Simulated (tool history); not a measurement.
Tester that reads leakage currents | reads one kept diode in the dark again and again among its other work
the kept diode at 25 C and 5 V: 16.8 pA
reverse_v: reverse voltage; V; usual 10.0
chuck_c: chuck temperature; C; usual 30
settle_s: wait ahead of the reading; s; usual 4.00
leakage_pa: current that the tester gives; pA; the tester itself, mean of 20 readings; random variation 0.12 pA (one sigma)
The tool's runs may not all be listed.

run	day	reverse_v	chuck_c	settle_s	leakage_pa
1	0.000	10.0	30	4.00	45.15
# day 1.396: chuck's temperature calibrated
2	4.300	10.0	30	4.00	42.28
3	9.854	4.3	30	4.00	28.78
4	13.400	10.0	60	4.00	369.81
5	18.067	10.0	60	4.00	370.43
6	23.646	10.0	30	4.00	45.02
7	30.658	3.9	30	4.00	28.99
8	36.229	10.0	30	4.00	46.65
9	41.317	10.0	30	1.25	49.55
10	45.171	3.3	30	1.25	28.53
11	48.788	10.0	30	4.00	48.78
12	54.496	10.0	30	4.00	49.72
13	57.604	10.0	30	4.00	49.97
14	63.512	10.0	30	4.00	50.51
15	69.254	10.0	30	4.00	51.80
# day 71.950: chuck's temperature calibrated
16	73.242	10.0	30	0.64	53.23
17	78.342	10.0	30	4.00	49.26
18	81.762	8.8	29	1.67	44.87
19	86.767	7.4	50	1.67	169.57
20	91.054	7.4	50	1.67	169.59
21	95.546	7.4	50	1.67	171.20
# day 96.221: tester calibrated
22	99.846	10.0	30	4.36	52.75
23	104.242	10.0	30	4.36	53.06
24	109.796	10.0	30	4.36	54.04
25	113.692	10.0	30	2.21	54.81
26	120.625	10.0	30	2.21	56.09
# day 124.458: probe card cleaned and baked
# day 125.688: tester calibrated, once more
27	126.779	2.8	20	1.74	10.31
28	131.879	2.8	20	1.74	10.49
29	138.512	7.6	28	4.00	30.72
# day 142.438: chuck's temperature calibrated
30	144.392	7.6	41	1.84	79.15
31	150.025	7.6	41	1.84	79.83
32	154.025	10.0	34	1.53	53.14
33	161.138	10.0	34	1.53	54.57

Some steps in leakage_pa between neighbouring runs. How much of each would the tool show without its hidden state too (settings, what came in, random variation), and how much is left for the hidden state, with any gauge scatter that isn't in both results?
The hidden state here: stray current of the dirty probe card, pA a volt; current scale over the true one, %; true chuck temperature over the reading, C; drift of the gauge itself on leakage_pa, %.
Run 3 -> 4: reverse_v 4.3 -> 10.0, chuck_c 30 -> 60. leakage_pa +341.03 pA: hidden state +10.08, all else +330.95.
Run 5 -> 6: chuck_c 60 -> 30. leakage_pa -325.41 pA: hidden state -5.95, all else -319.46.
Run 10 -> 11: reverse_v 3.3 -> 10.0, settle_s 1.25 -> 4.00. leakage_pa +20.25 pA: hidden state +8.72, all else +11.53.
Run 18 -> 19: reverse_v 8.8 -> 7.4, chuck_c 29 -> 50. leakage_pa +124.70 pA: hidden state +2.19, all else +122.51.
Run 26 -> 27: reverse_v 10.0 -> 2.8, chuck_c 30 -> 20, settle_s 2.21 -> 1.74, probe card cleaned and baked, tester calibrated, once more. leakage_pa -45.78 pA: hidden state -19.44, all else -26.34.

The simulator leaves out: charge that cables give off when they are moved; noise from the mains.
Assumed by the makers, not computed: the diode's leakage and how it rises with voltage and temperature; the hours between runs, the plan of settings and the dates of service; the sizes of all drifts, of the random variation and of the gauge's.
